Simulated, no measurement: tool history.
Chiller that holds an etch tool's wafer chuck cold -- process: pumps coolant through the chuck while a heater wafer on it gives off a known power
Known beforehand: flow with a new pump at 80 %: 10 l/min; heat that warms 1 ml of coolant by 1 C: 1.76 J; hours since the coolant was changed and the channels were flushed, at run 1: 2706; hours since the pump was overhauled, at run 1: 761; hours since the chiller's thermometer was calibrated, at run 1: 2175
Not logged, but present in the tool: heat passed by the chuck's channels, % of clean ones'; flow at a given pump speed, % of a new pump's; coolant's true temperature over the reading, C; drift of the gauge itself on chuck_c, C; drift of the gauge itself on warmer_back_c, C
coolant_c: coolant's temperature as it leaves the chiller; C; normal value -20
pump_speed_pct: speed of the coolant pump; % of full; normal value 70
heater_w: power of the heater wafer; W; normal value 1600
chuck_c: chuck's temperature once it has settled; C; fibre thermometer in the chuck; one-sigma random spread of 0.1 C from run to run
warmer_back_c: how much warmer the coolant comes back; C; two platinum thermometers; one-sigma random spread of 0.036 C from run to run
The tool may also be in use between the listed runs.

| run | hour | coolant_c | pump_speed_pct | heater_w | hours since the coolant was changed and the channels were flushed | hours since the pump was overhauled | hours since the chiller's thermometer was calibrated | chuck_c | warmer_back_c |
|---|---|---|---|---|---|---|---|---|---|
| 1 | 0.0 | -20 | 70 | 1600 | 2706 | 761 | 2175 | -3.8 | 6.46 |
| 2 | 24.7 | -20 | 70 | 1600 | 2731 | 786 | 2200 | -3.8 | 6.39 |
| 3 | 58.7 | -28 | 70 | 1600 | 2765 | 820 | 2234 | -11.8 | 6.47 |
| 4 | 101.5 | -28 | 70 | 1600 | 2808 | 863 | 2277 | -11.6 | 6.44 |
| 5 | 134.9 | -28 | 70 | 1600 | 2841 | 896 | 2310 | -11.6 | 6.39 |
| 6 | 172.3 | -13 | 70 | 1600 | 2878 | 934 | 2347 | 3.2 | 6.42 |
| 7 | 207.8 | -13 | 70 | 1600 | 2914 | 969 | 2383 | 3.2 | 6.44 |
| 8 | 242.3 | -13 | 70 | 1600 | 2948 | 1004 | 2417 | 3.3 | 6.38 |
| 9 | 268.7 | -20 | 70 | 1738 | 2975 | 1030 | 2444 | -2.3 | 7.04 |
| 10 | 300.7 | -20 | 70 | 1738 | 3007 | 1062 | 2476 | -2.3 | 6.95 |
| 11 | 327.6 | -24 | 70 | 1600 | 3034 | 1089 | 2503 | -7.6 | 6.47 |
| 12 | 356.5 | -24 | 70 | 1600 | 3063 | 1118 | 2532 | -7.6 | 6.39 |
| 13 | 389.1 | -20 | 70 | 1600 | 3095 | 1151 | 2564 | -3.6 | 6.50 |
| 14 | 433.1 | -20 | 70 | 1600 | 3139 | 1194 | 2608 | -3.8 | 6.46 |
| 15 | 457.2 | -20 | 70 | 1600 | 3163 | 1219 | 2632 | -3.5 | 6.43 |
| 16 | 491.4 | -20 | 70 | 1600 | 3197 | 1253 | 2666 | -3.6 | 6.40 |
| 17 | 529.4 | -20 | 65 | 1600 | 3235 | 1291 | 2704 | -2.3 | 7.03 |
| 18 | 551.6 | -10 | 97 | 1139 | 3258 | 1313 | 2727 | -1.7 | 3.18 |
| 19 | 588.3 | -13 | 75 | 983 | 3294 | 1350 | 2763 | -3.7 | 3.63 |
| 20 | 619.5 | -25 | 66 | 1600 | 3325 | 1381 | 2795 | -7.4 | 6.87 |
| 21 | 656.4 | -29 | 66 | 941 | 3362 | 1418 | 2831 | -18.9 | 4.11 |
| 22 | 683.6 | -20 | 79 | 1600 | 3390 | 1445 | 2859 | -5.5 | 5.67 |
| 23 | 725.2 | -18 | 64 | 927 | 3431 | 1487 | 2900 | -7.7 | 4.15 |
| 24 | 748.5 | -11 | 69 | 1425 | 3455 | 1510 | 2924 | 3.6 | 5.87 |
| 25 | 776.8 | -11 | 69 | 1425 | 3483 | 1538 | 2952 | 3.7 | 5.87 |
| 26 | 815.1 | -11 | 86 | 1043 | 3521 | 1576 | 2990 | -2.7 | 3.38 |
| 27 | 848.7 | -15 | 86 | 1300 | 3555 | 1610 | 3024 | -4.4 | 4.20 |
| 28 | 867.1 | -15 | 86 | 1300 | 3573 | 1629 | 3042 | -4.3 | 4.19 |
| 29 | 904.6 | -18 | 99 | 1406 | 3611 | 1666 | 3080 | -8.2 | 3.82 |
| 30 | 941.4 | -25 | 63 | 995 | 3647 | 1703 | 3116 | -13.6 | 4.50 |
| 31 | 970.5 | -20 | 94 | 995 | 3677 | 1732 | 3146 | -12.7 | 2.90 |
| 32 | 1014.8 | -11 | 67 | 995 | 3721 | 1776 | 3190 | -0.5 | 4.25 |

Each row is a separate what-if for the run after 32, all from the same tool condition, not one after another. Results?
| A | 1052.4 | -29 | 70 | 1600 | 3758 | 1814 | 3227 | ? | ? |
| B | 1052.4 | -17 | 69 | 1895 | 3758 | 1814 | 3227 | ? | ? |
| C | 1052.4 | -26 | 67 | 1836 | 3758 | 1814 | 3227 | ? | ? |

| run | chuck_c | warmer_back_c |
|---|---|---|
| A | -12.5 | 6.53 |
| B | 2.9 | 7.78 |
| C | -6.0 | 7.86 |
Had the tool no hidden state, the same runs would have come out as:
| run | chuck_c | warmer_back_c |
|---|---|---|
| A | -13.0 | 6.37 |
| B | 2.1 | 7.59 |
| C | -6.7 | 7.68 |
